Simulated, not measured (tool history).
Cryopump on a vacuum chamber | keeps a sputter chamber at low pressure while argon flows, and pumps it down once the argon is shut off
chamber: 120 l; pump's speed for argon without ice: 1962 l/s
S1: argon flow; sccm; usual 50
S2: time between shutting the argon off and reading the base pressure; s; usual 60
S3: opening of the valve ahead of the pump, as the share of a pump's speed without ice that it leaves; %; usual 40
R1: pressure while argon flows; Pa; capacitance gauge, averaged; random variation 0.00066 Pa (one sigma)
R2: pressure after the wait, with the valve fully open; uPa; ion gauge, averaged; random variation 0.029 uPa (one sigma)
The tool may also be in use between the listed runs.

run	hour	S1	S2	S3	R1	R2
1	0	50	60	40	0.1144	2.48
2	49.4	50	60	40	0.1168	2.44
3	86.8	50	60	40	0.1154	2.48
4	129.2	50	60	40	0.1172	2.52
5	157.5	50	60	40	0.1171	2.51
6	180.6	20	60	40	0.0465	2.48
7	209	50	101	40	0.1169	2
8	234.9	50	53	23	0.1968	2.74
9	265.6	50	121	40	0.1172	1.97
10	291.6	50	121	40	0.1201	1.91
11	331.3	50	234	17	0.2627	1.69
12	369.7	73	90	40	0.1726	2.3
13	402.1	73	90	40	0.1729	2.2

Forecast each of these 4 alternatives for the next run:
A	436.8	46	62	40	?	?
B	436.8	58	60	40	?	?
C	436.8	50	60	47	?	?
D	436.8	64	90	40	?	?

run	R1	R2
A	0.1097	2.63
B	0.1387	2.62
C	0.1031	2.69
D	0.1525	2.26
Without the tool's hidden state the same runs would have given:
run	R1	R2
A	0.0989	1.38
B	0.1251	1.4
C	0.0914	1.44
D	0.1375	1.02
